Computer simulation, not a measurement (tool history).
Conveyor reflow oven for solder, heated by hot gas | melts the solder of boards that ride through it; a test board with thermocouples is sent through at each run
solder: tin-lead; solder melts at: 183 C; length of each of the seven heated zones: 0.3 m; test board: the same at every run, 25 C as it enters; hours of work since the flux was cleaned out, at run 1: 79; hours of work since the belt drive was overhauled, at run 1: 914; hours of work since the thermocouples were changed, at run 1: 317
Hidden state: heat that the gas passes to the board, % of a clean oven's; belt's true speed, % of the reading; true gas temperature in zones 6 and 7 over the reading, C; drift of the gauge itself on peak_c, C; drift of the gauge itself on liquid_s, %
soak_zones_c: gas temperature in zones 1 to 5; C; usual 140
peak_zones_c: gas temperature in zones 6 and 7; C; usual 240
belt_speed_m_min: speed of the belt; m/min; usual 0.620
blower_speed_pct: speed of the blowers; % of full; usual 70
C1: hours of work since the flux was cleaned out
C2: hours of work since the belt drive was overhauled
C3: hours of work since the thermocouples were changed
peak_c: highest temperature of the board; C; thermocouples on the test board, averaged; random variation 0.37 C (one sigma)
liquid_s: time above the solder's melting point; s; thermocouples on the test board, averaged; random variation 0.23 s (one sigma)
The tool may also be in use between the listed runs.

Run 1, hour 0.0: usual settings; C1 79; C2 914; C3 317. Result: peak_c 218.7 C, liquid_s 45.3 s.
Run 2, hour 36.7: usual settings but peak_zones_c 230 C; C1 100; C2 935; C3 338. Result: peak_c 210.7 C, liquid_s 40.4 s.
Run 3, hour 57.5: usual settings but peak_zones_c 252 C; C1 112; C2 947; C3 350. Result: peak_c 228.5 C, liquid_s 49.9 s.
Run 4, hour 97.2: usual settings but peak_zones_c 252 C; C1 135; C2 970; C3 373. Result: peak_c 228.4 C, liquid_s 50.5 s.
Run 5, hour 139.5: usual settings but belt_speed_m_min 0.561 m/min; C1 159; C2 994; C3 397. Result: peak_c 221.7 C, liquid_s 52.2 s.
Run 6, hour 170.7: usual settings but belt_speed_m_min 0.561 m/min; C1 176; C2 1011; C3 414. Result: peak_c 221.8 C, liquid_s 52.3 s.
Run 7, hour 195.8: usual settings but belt_speed_m_min 0.561 m/min; C1 191; C2 1026; C3 429. Result: peak_c 222.0 C, liquid_s 52.4 s.
Run 8, hour 226.9: usual settings; C1 209; C2 1043; C3 446. Result: peak_c 218.5 C, liquid_s 44.9 s.
Run 9, hour 265.0: usual settings but soak_zones_c 138 C; C1 230; C2 1065; C3 468. Result: peak_c 218.3 C, liquid_s 44.0 s.
Run 10, hour 288.1: usual settings but soak_zones_c 143 C; C1 243; C2 1078; C3 481. Result: peak_c 218.2 C, liquid_s 46.1 s.
At hour 320.4: belt drive overhauled, speed set with a stopwatch.
Run 11, hour 329.6: usual settings but soak_zones_c 143 C; C1 265; C2 5; C3 503. Result: peak_c 219.1 C, liquid_s 46.8 s.
Run 12, hour 350.5: usual settings but soak_zones_c 143 C; C1 277; C2 17; C3 515. Result: peak_c 217.7 C, liquid_s 47.1 s.
At hour 393.5: thermocouples of zones 6 and 7 changed.
Run 13, hour 400.9: usual settings; C1 304; C2 45; C3 4. Result: peak_c 219.0 C, liquid_s 46.0 s.
Run 14, hour 428.0: usual settings but belt_speed_m_min 0.712 m/min; C1 320; C2 60; C3 20. Result: peak_c 214.0 C, liquid_s 36.5 s.
Run 15, hour 460.6: usual settings but belt_speed_m_min 0.712 m/min; C1 338; C2 79; C3 38. Result: peak_c 213.4 C, liquid_s 36.3 s.
Run 16, hour 489.6: usual settings; C1 355; C2 95; C3 55. Result: peak_c 219.1 C, liquid_s 46.2 s.
Run 17, hour 511.9: usual settings; C1 367; C2 108; C3 67. Result: peak_c 218.3 C, liquid_s 46.1 s.
Run 18, hour 548.9: usual settings but belt_speed_m_min 0.610 m/min; C1 388; C2 129; C3 89. Result: peak_c 219.5 C, liquid_s 47.2 s.
At hour 586.2: belt drive overhauled, speed set with a stopwatch, once more.
Run 19, hour 598.3: usual settings but belt_speed_m_min 0.610 m/min; C1 414; C2 7; C3 114. Result: peak_c 217.2 C, liquid_s 43.8 s.
Run 20, hour 621.0: usual settings but soak_zones_c 149 C, belt_speed_m_min 0.665 m/min, blower_speed_pct 87 % of full; C1 427; C2 20; C3 127. Result: peak_c 220.5 C, liquid_s 44.8 s.
Run 21, hour 655.2: usual settings but soak_zones_c 149 C, belt_speed_m_min 0.665 m/min, blower_speed_pct 87 % of full; C1 447; C2 39; C3 147. Result: peak_c 220.6 C, liquid_s 44.9 s.
At hour 685.4: flux residue cleaned out of gas plates and filters.
Run 22, hour 707.3: usual settings but peak_zones_c 250 C, blower_speed_pct 56 % of full; C1 12; C2 66; C3 174. Result: peak_c 220.9 C, liquid_s 45.9 s.
Run 23, hour 731.0: usual settings but peak_zones_c 250 C, blower_speed_pct 56 % of full; C1 26; C2 80; C3 187. Result: peak_c 222.2 C, liquid_s 45.5 s.
Run 24, hour 780.0: usual settings but peak_zones_c 250 C, blower_speed_pct 56 % of full; C1 54; C2 108; C3 215. Result: peak_c 221.2 C, liquid_s 45.2 s.
Run 25, hour 824.0: usual settings but peak_zones_c 250 C, blower_speed_pct 56 % of full; C1 79; C2 133; C3 240. Result: peak_c 221.0 C, liquid_s 45.3 s.
Run 26, hour 851.6: usual settings but soak_zones_c 146 C, blower_speed_pct 86 % of full; C1 95; C2 148; C3 256. Result: peak_c 223.7 C, liquid_s 49.0 s.
Run 27, hour 889.1: usual settings but belt_speed_m_min 0.557 m/min; C1 116; C2 170; C3 277. Result: peak_c 221.8 C, liquid_s 51.7 s.
Run 28, hour 918.6: usual settings but peak_zones_c 242 C, blower_speed_pct 52 % of full; C1 133; C2 186; C3 294. Result: peak_c 212.2 C, liquid_s 39.2 s.
Run 29, hour 945.8: usual settings but soak_zones_c 152 C, peak_zones_c 243 C, belt_speed_m_min 0.687 m/min, blower_speed_pct 55 % of full; C1 148; C2 202; C3 309. Result: peak_c 213.0 C, liquid_s 39.0 s.
Run 30, hour 989.1: usual settings but peak_zones_c 239 C, blower_speed_pct 58 % of full; C1 173; C2 227; C3 334. Result: peak_c 212.6 C, liquid_s 40.4 s.
Run 31, hour 1024.9: usual settings but soak_zones_c 132 C, belt_speed_m_min 0.581 m/min; C1 193; C2 247; C3 355. Result: peak_c 219.4 C, liquid_s 45.7 s.
Run 32, hour 1073.0: usual settings but blower_speed_pct 82 % of full; C1 221; C2 274; C3 382. Result: peak_c 221.5 C, liquid_s 46.0 s.

3 ways to go on from here, each from the tool as it stands after run 32. What would each give?
Run A, hour 1112.2: usual settings but peak_zones_c 243 C, belt_speed_m_min 0.554 m/min; C1 243; C2 297; C3 404. Result: peak_c ?, liquid_s ?.
Run B, hour 1112.2: usual settings but soak_zones_c 145 C, peak_zones_c 241 C; C1 243; C2 297; C3 404. Result: peak_c ?, liquid_s ?.
Run C, hour 1112.2: usual settings but belt_speed_m_min 0.599 m/min, blower_speed_pct 82 % of full; C1 243; C2 297; C3 404. Result: peak_c ?, liquid_s ?.

run  peak_c  liquid_s
  A   223.7      53.2
  B   219.4      46.0
  C   222.1      48.4
Without the tool's hidden state the same runs would have given:
run  peak_c  liquid_s
  A   225.9      54.1
  B   221.6      47.1
  C   224.4      49.4

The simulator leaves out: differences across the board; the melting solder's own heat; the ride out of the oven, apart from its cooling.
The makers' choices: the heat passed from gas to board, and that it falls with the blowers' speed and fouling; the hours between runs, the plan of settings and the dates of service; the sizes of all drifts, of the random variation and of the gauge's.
